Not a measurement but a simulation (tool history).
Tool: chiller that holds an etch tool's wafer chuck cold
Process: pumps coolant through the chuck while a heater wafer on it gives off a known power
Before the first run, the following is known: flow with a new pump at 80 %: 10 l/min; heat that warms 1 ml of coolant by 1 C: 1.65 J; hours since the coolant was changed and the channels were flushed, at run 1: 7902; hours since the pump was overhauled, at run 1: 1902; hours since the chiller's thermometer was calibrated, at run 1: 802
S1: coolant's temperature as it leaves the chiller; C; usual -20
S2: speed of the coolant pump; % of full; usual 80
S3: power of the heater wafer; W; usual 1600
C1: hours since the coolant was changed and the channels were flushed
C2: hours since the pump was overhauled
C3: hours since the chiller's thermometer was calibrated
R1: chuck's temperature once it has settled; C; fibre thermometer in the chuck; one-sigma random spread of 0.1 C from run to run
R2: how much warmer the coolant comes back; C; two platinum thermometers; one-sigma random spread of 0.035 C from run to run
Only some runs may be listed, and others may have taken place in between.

run 1 hour=0 | S1=-20 S2=80 S3=1600 | C1=7902 C2=1902 C3=802 | R1=-6.3 R2=5.82
run 2 hour=47.5 | S1=-20 S2=72 S3=1600 | C1=7949 C2=1950 C3=849 | R1=-5.3 R2=6.51
run 3 hour=116.8 | S1=-20 S2=72 S3=1600 | C1=8018 C2=2019 C3=919 | R1=-5.2 R2=6.58
run 4 hour=175.4 | S1=-20 S2=72 S3=1600 | C1=8077 C2=2077 C3=977 | R1=-5.2 R2=6.49
run 5 hour=229 | S1=-20 S2=72 S3=1600 | C1=8131 C2=2131 C3=1031 | R1=-5.3 R2=6.51
run 6 hour=268.3 | S1=-20 S2=72 S3=1600 | C1=8170 C2=2170 C3=1070 | R1=-5.3 R2=6.52
run 7 hour=336.9 | S1=-20 S2=80 S3=1600 | C1=8239 C2=2239 C3=1139 | R1=-6.3 R2=5.77
run 8 hour=388 | S1=-20 S2=87 S3=1600 | C1=8290 C2=2290 C3=1190 | R1=-7.6 R2=5.22
run 9 hour=457.1 | S1=-15 S2=80 S3=1600 | C1=8359 C2=2359 C3=1259 | R1=-1.6 R2=5.83
run 10 hour=507 | S1=-15 S2=80 S3=1600 | C1=8409 C2=2409 C3=1309 | R1=-1.6 R2=5.69
-- hour=575 coolant changed, channels flushed
run 11 hour=576 | S1=-15 S2=80 S3=1600 | C1=1 C2=2472 C3=1372 | R1=-1.4 R2=5.72
run 12 hour=610.1 | S1=-23 S2=80 S3=1296 | C1=35 C2=2506 C3=1406 | R1=-12.1 R2=4.68
run 13 hour=645.7 | S1=-16 S2=80 S3=897 | C1=71 C2=2542 C3=1442 | R1=-8.5 R2=3.17
run 14 hour=688.5 | S1=-20 S2=98 S3=1600 | C1=113 C2=2585 C3=1484 | R1=-8.4 R2=4.46
run 15 hour=744.1 | S1=-26 S2=65 S3=2073 | C1=169 C2=2640 C3=1540 | R1=-5.2 R2=9.46
run 16 hour=822.6 | S1=-26 S2=60 S3=2073 | C1=248 C2=2719 C3=1618 | R1=-3.8 R2=10.28
run 17 hour=862.3 | S1=-10 S2=95 S3=1555 | C1=287 C2=2758 C3=1658 | R1=1.4 R2=4.61

3 ways to go on from here, each from the tool as it stands after run 17. What would each give?
run A hour=930.7 | S1=-12 S2=64 S3=1171 | C1=356 C2=2827 C3=1727 | R1=? R2=?
run B hour=930.7 | S1=-23 S2=70 S3=1257 | C1=356 C2=2827 C3=1727 | R1=? R2=?
run C hour=930.7 | S1=-21 S2=96 S3=1208 | C1=356 C2=2827 C3=1727 | R1=? R2=?

run=A R1=-0.1 R2=5.36
run=B R1=-11 R2=5.24
run=C R1=-12.1 R2=3.55
Without the tool's unlogged condition, the same runs would have read:
run=A R1=-0.1 R2=5.44
run=B R1=-11.1 R2=5.32
run=C R1=-12.1 R2=3.63
